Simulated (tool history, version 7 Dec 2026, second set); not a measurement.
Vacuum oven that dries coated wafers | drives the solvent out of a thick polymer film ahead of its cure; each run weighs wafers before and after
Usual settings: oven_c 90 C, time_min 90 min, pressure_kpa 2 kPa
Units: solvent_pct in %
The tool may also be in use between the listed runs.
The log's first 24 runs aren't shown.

Run 25, hour 775.2: usual settings but time_min 79 min, pressure_kpa 4.19 kPa. Result: solvent_pct 7.51 %.
Run 26, hour 801: usual settings but time_min 95 min, pressure_kpa 4.19 kPa. Result: solvent_pct 6.52 %.
Run 27, hour 835.2: usual settings but pressure_kpa 1.02 kPa. Result: solvent_pct 5.22 %.
Run 28, hour 859: usual settings but pressure_kpa 1.02 kPa. Result: solvent_pct 5.15 %.
Run 29, hour 898.5: usual settings but time_min 150 min. Result: solvent_pct 2.97 %.
Run 30, hour 918.5: usual settings but oven_c 86 C, time_min 150 min, pressure_kpa 3.97 kPa. Result: solvent_pct 5.21 %.
Run 31, hour 946.7: usual settings but oven_c 86 C, time_min 150 min, pressure_kpa 3.97 kPa. Result: solvent_pct 5.23 %.
Run 32, hour 966.9: usual settings but oven_c 86 C, time_min 150 min, pressure_kpa 3.97 kPa. Result: solvent_pct 5.28 %.
Run 33, hour 1005.1: usual settings but oven_c 86 C, time_min 150 min, pressure_kpa 3.97 kPa. Result: solvent_pct 5.2 %.
Run 34, hour 1031.1: usual settings but oven_c 96 C, time_min 73 min, pressure_kpa 3.99 kPa. Result: solvent_pct 6.11 %.
Run 35, hour 1075.7: usual settings but oven_c 84 C, time_min 48 min, pressure_kpa 3.99 kPa. Result: solvent_pct 12.09 %.
At hour 1106.2: oven's thermocouples calibrated.
Run 36, hour 1121.8: usual settings but pressure_kpa 5.59 kPa. Result: solvent_pct 7.4 %.
Run 37, hour 1156.6: usual settings but pressure_kpa 5.59 kPa. Result: solvent_pct 7.57 %.
Run 38, hour 1181: usual settings but time_min 54 min, pressure_kpa 4.54 kPa. Result: solvent_pct 10.09 %.
Run 39, hour 1207.3: usual settings but oven_c 103 C, time_min 128 min, pressure_kpa 2.94 kPa. Result: solvent_pct 1.8 %.
Run 40, hour 1227.3: usual settings but oven_c 103 C, time_min 128 min, pressure_kpa 2.94 kPa. Result: solvent_pct 1.81 %.
Run 41, hour 1246.3: usual settings but oven_c 85 C, time_min 156 min, pressure_kpa 2.94 kPa. Result: solvent_pct 4.58 %.

Forecast each of these 3 alternatives for the next run:
Run A, hour 1271.3: usual settings but oven_c 100 C, time_min 64 min, pressure_kpa 2.94 kPa. Result: solvent_pct ?.
Run B, hour 1271.3: usual settings but oven_c 91 C, time_min 156 min, pressure_kpa 7.91 kPa. Result: solvent_pct ?.
Run C, hour 1271.3: usual settings but oven_c 86 C, time_min 159 min, pressure_kpa 2.19 kPa. Result: solvent_pct ?.

run  solvent_pct
  A         5.54
  B         6.05
  C         3.73
Without the tool's hidden state the same runs would have given:
run  solvent_pct
  A         5.54
  B         6.05
  C         3.73
